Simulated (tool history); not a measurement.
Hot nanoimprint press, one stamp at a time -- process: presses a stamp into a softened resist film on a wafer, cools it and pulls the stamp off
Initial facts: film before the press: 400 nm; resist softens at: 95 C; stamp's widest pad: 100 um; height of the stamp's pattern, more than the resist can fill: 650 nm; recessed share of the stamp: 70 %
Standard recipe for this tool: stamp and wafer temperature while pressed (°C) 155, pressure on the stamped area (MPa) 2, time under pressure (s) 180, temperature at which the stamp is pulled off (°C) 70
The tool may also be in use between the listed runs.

run   hour  stamp and wafer temperature while pressed (°C)  pressure on the stamped area (MPa)  time under pressure (s)  temperature at which the stamp is pulled off (°C)  resist left under the stamp's widest pad (angstrom)  greatest force while the stamp is pulled off (N)
  1      0                                             155                                   2                      180                                                 70                                                 1599                                               118
  2    7.3                                             155                                   2                      180                                                 70                                                 1598                                               124
  3   11.8                                             155                                1.33                      180                                                 70                                                 1985                                               121
  4   17.7                                             155                                   2                      270                                                 70                                                 1380                                               121
  5   26.3                                             155                                   2                      270                                                 70                                                 1389                                               119
  6   36.2                                             155                                   2                      270                                                 70                                                 1384                                               123
  7   44.4                                             155                                   2                      270                                                 70                                                 1389                                               123
  8   49.4                                             155                                1.46                      270                                                 70                                                 1645                                               122
  9   55.3                                             155                                1.46                      270                                                 70                                                 1647                                               122
 10     61                                             155                                   2                      180                                                 57                                                 1598                                               150
 11   68.7                                             155                                   2                      180                                                 57                                                 1599                                               148
 12   75.1                                             155                                   2                      180                                                 57                                                 1598                                               150
 13   79.7                                             155                                   2                      180                                                 57                                                 1588                                               150
 14   88.3                                             155                                   2                      180                                                 57                                                 1598                                               153
 15   92.9                                             155                                   2                      180                                                 70                                                 1593                                               123
 16  100.2                                             155                                   2                      180                                                 70                                                 1595                                               122
 17  106.6                                             155                                   2                      180                                                 70                                                 1606                                               122
 18  112.2                                             155                                   2                      180                                                 70                                                 1593                                               124
 19  122.6                                             159                                2.09                      184                                                 60                                                 1319                                               148
 20  129.4                                             159                                2.09                      184                                                 60                                                 1325                                               147
     133.3  -- plate thermocouple calibrated
 21  138.5                                             159                                 2.6                      210                                                 60                                                 1089                                               144
 22  148.8                                             159                                 2.6                      210                                                 60                                                 1087                                               145
     156.4  -- plate thermocouple calibrated, once more
     163.5  -- stamp cleaned and given a new release coat
 23  167.5                                             153                                 2.6                      257                                                 68                                                 1377                                               112
 24  174.5                                             152                                   2                      152                                                 70                                                 1975                                               110
 25  179.3                                             155                                1.53                      356                                                 56                                                 1508                                               134
 26  185.5                                             155                                 1.3                      356                                                 61                                                 1649                                               125
 27    191                                             151                                1.58                      312                                                 59                                                 1821                                               131
 28  201.3                                             151                                1.58                      312                                                 59                                                 1830                                               129
 29    208                                             165                                2.96                      339                                                 77                                                  716                                                98

4 options for the next run, each taken on its own from the tool as it stands now. Forecast them:
  A  212.8                                             155                                   2                      180                                                 57                                                    ?                                                 ?
  B  212.8                                             155                                2.47                      234                                                 70                                                    ?                                                 ?
  C  212.8                                             165                                1.56                      241                                                 66                                                    ?                                                 ?
  D  212.8                                             155                                   2                      160                                                 72                                                    ?                                                 ?

run  resist left under the stamp's widest pad (angstrom)  greatest force while the stamp is pulled off (N)
  A                                                 1647                                               134
  B                                                 1344                                               110
  C                                                 1174                                               120
  D                                                 1727                                               108
With no hidden state in the tool, these same runs would have given:
run  resist left under the stamp's widest pad (angstrom)  greatest force while the stamp is pulled off (N)
  A                                                 1628                                               132
  B                                                 1323                                               108
  C                                                 1163                                               118
  D                                                 1707                                               107

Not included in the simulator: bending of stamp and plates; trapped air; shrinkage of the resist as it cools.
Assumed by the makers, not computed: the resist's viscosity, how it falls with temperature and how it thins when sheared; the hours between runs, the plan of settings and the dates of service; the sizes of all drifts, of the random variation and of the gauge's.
